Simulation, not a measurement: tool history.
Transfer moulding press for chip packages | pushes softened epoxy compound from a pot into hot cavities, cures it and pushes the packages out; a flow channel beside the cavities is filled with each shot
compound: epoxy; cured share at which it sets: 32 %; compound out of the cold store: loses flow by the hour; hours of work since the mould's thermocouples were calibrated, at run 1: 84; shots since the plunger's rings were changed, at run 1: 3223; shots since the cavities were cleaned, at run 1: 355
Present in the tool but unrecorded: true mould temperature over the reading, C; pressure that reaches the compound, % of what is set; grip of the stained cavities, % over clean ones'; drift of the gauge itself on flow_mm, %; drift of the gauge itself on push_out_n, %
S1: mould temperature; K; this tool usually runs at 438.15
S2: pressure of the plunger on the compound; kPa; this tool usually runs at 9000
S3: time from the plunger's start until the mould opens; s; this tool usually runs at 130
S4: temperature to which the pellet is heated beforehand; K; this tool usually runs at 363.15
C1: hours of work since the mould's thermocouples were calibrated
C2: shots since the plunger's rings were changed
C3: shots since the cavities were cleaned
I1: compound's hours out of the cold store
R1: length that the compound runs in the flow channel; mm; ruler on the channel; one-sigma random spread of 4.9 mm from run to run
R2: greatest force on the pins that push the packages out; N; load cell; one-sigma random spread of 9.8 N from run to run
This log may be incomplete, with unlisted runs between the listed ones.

{"run": 1, "hour": 0.0, "S1": 438.15, "S2": 9000, "S3": 130, "S4": 363.15, "C1": 84, "C2": 3223, "C3": 355, "I1": 36.2, "R1": 759, "R2": 727}
{"run": 2, "hour": 54.0, "S1": 438.15, "S2": 9000, "S3": 130, "S4": 363.15, "C1": 122, "C2": 3804, "C3": 936, "I1": 24.6, "R1": 791, "R2": 945}
{"hour": 59.2, "done": "cavities cleaned with cleaning compound and waxed"}
{"run": 3, "hour": 107.7, "S1": 437.15, "S2": 9000, "S3": 130, "S4": 363.15, "C1": 158, "C2": 4365, "C3": 522, "I1": 11.9, "R1": 844, "R2": 1115}
{"run": 4, "hour": 145.6, "S1": 437.15, "S2": 9000, "S3": 130, "S4": 363.15, "C1": 184, "C2": 4772, "C3": 929, "I1": 43.3, "R1": 715, "R2": 1046}
{"hour": 151.4, "done": "cavities cleaned with cleaning compound and waxed, once more"}
{"run": 5, "hour": 171.7, "S1": 438.15, "S2": 9000, "S3": 134, "S4": 363.15, "C1": 201, "C2": 5037, "C3": 218, "I1": 13.2, "R1": 815, "R2": 680}
{"run": 6, "hour": 198.9, "S1": 438.15, "S2": 9000, "S3": 134, "S4": 363.15, "C1": 220, "C2": 5330, "C3": 511, "I1": 25.5, "R1": 770, "R2": 831}
{"run": 7, "hour": 231.1, "S1": 438.15, "S2": 9000, "S3": 134, "S4": 363.15, "C1": 242, "C2": 5676, "C3": 857, "I1": 38.4, "R1": 718, "R2": 890}
{"hour": 244.7, "done": "cavities cleaned with cleaning compound and waxed"}
{"hour": 251.5, "done": "plunger's sealing rings changed"}
{"run": 8, "hour": 280.2, "S1": 438.15, "S2": 9000, "S3": 130, "S4": 363.15, "C1": 274, "C2": 310, "C3": 356, "I1": 29.7, "R1": 825, "R2": 768}
{"run": 9, "hour": 305.8, "S1": 438.15, "S2": 9000, "S3": 130, "S4": 363.15, "C1": 292, "C2": 585, "C3": 631, "I1": 26.6, "R1": 828, "R2": 909}
{"hour": 337.6, "done": "cavities cleaned with cleaning compound and waxed"}
{"run": 10, "hour": 342.2, "S1": 438.15, "S2": 9000, "S3": 130, "S4": 363.15, "C1": 316, "C2": 960, "C3": 49, "I1": 30.5, "R1": 821, "R2": 506}
{"run": 11, "hour": 369.4, "S1": 438.15, "S2": 9000, "S3": 119, "S4": 363.15, "C1": 334, "C2": 1252, "C3": 341, "I1": 18.3, "R1": 847, "R2": 813}
{"run": 12, "hour": 418.6, "S1": 438.15, "S2": 9000, "S3": 119, "S4": 363.15, "C1": 369, "C2": 1782, "C3": 871, "I1": 33.0, "R1": 793, "R2": 1047}
{"hour": 429.1, "done": "cavities cleaned with cleaning compound and waxed"}
{"run": 13, "hour": 474.5, "S1": 438.15, "S2": 10790, "S3": 130, "S4": 363.15, "C1": 406, "C2": 2367, "C3": 489, "I1": 45.7, "R1": 804, "R2": 831}
{"hour": 521.1, "done": "cavities cleaned with cleaning compound and waxed"}
{"run": 14, "hour": 521.1, "S1": 438.15, "S2": 10790, "S3": 130, "S4": 363.15, "C1": 438, "C2": 2852, "C3": 0, "I1": 37.5, "R1": 828, "R2": 463}
{"run": 15, "hour": 572.0, "S1": 438.15, "S2": 10790, "S3": 130, "S4": 363.15, "C1": 473, "C2": 3400, "C3": 548, "I1": 43.9, "R1": 800, "R2": 858}
{"hour": 613.0, "done": "cavities cleaned with cleaning compound and waxed"}
{"run": 16, "hour": 626.3, "S1": 436.15, "S2": 7490, "S3": 119, "S4": 359.15, "C1": 509, "C2": 3968, "C3": 143, "I1": 14.6, "R1": 758, "R2": 808}
{"run": 17, "hour": 650.4, "S1": 436.15, "S2": 7490, "S3": 119, "S4": 359.15, "C1": 526, "C2": 4227, "C3": 402, "I1": 34.4, "R1": 695, "R2": 999}
{"run": 18, "hour": 684.8, "S1": 436.15, "S2": 7490, "S3": 119, "S4": 359.15, "C1": 550, "C2": 4597, "C3": 772, "I1": 36.0, "R1": 675, "R2": 1078}
{"hour": 706.8, "done": "cavities cleaned with cleaning compound and waxed"}
{"run": 19, "hour": 723.9, "S1": 443.15, "S2": 7300, "S3": 160, "S4": 361.15, "C1": 576, "C2": 5002, "C3": 184, "I1": 25.0, "R1": 669, "R2": 600}
{"run": 20, "hour": 775.3, "S1": 443.15, "S2": 7300, "S3": 160, "S4": 361.15, "C1": 612, "C2": 5554, "C3": 736, "I1": 41.2, "R1": 625, "R2": 812}
{"hour": 797.8, "done": "cavities cleaned with cleaning compound and waxed"}
{"run": 21, "hour": 798.8, "S1": 441.15, "S2": 7030, "S3": 118, "S4": 372.15, "C1": 627, "C2": 5791, "C3": 10, "I1": 45.2, "R1": 594, "R2": 467}
{"hour": 809.6, "done": "mould's thermocouples calibrated"}
{"hour": 812.1, "done": "plunger's sealing rings changed"}
{"run": 22, "hour": 835.3, "S1": 445.15, "S2": 7000, "S3": 153, "S4": 372.15, "C1": 16, "C2": 249, "C3": 354, "I1": 29.6, "R1": 697, "R2": 680}
{"run": 23, "hour": 863.2, "S1": 438.15, "S2": 9000, "S3": 165, "S4": 366.15, "C1": 35, "C2": 550, "C3": 655, "I1": 18.8, "R1": 860, "R2": 825}
{"hour": 894.0, "done": "cavities cleaned with cleaning compound and waxed"}
{"run": 24, "hour": 913.3, "S1": 439.15, "S2": 9000, "S3": 121, "S4": 364.15, "C1": 69, "C2": 1072, "C3": 207, "I1": 8.6, "R1": 882, "R2": 698}
{"run": 25, "hour": 966.6, "S1": 436.15, "S2": 6840, "S3": 121, "S4": 364.15, "C1": 106, "C2": 1646, "C3": 781, "I1": 31.6, "R1": 707, "R2": 1023}
{"hour": 985.2, "done": "cavities cleaned with cleaning compound and waxed"}
{"run": 26, "hour": 1019.0, "S1": 443.15, "S2": 8700, "S3": 119, "S4": 361.15, "C1": 141, "C2": 2193, "C3": 363, "I1": 40.8, "R1": 718, "R2": 687}
{"run": 27, "hour": 1061.6, "S1": 436.15, "S2": 8040, "S3": 122, "S4": 364.15, "C1": 171, "C2": 2651, "C3": 821, "I1": 10.4, "R1": 822, "R2": 1120}
{"hour": 1077.5, "done": "cavities cleaned with cleaning compound and waxed"}
{"run": 28, "hour": 1117.3, "S1": 436.15, "S2": 10730, "S3": 140, "S4": 364.15, "C1": 208, "C2": 3235, "C3": 428, "I1": 33.0, "R1": 847, "R2": 792}

Each row is a separate what-if for the run after 28, all from the same tool condition, not one after another. Results?
{"run": "A", "hour": 1147.8, "S1": 432.15, "S2": 10730, "S3": 123, "S4": 364.15, "C1": 229, "C2": 3563, "C3": 756, "I1": 31.1, "R1": "?", "R2": "?"}
{"run": "B", "hour": 1147.8, "S1": 433.15, "S2": 10840, "S3": 135, "S4": 364.15, "C1": 229, "C2": 3563, "C3": 756, "I1": 16.4, "R1": "?", "R2": "?"}
{"run": "C", "hour": 1147.8, "S1": 443.15, "S2": 9040, "S3": 140, "S4": 364.15, "C1": 229, "C2": 3563, "C3": 756, "I1": 44.0, "R1": "?", "R2": "?"}
{"run": "D", "hour": 1147.8, "S1": 431.15, "S2": 10730, "S3": 140, "S4": 364.15, "C1": 229, "C2": 3563, "C3": 756, "I1": 9.1, "R1": "?", "R2": "?"}

run=A R1=872 R2=1379
run=B R1=934 R2=1094
run=C R1=705 R2=814
run=D R1=974 R2=1222
Take away the tool's hidden state, keep each run's random variation, and the runs would have read:
run=A R1=934 R2=673
run=B R1=1000 R2=535
run=C R1=756 R2=403
run=D R1=1043 R2=598
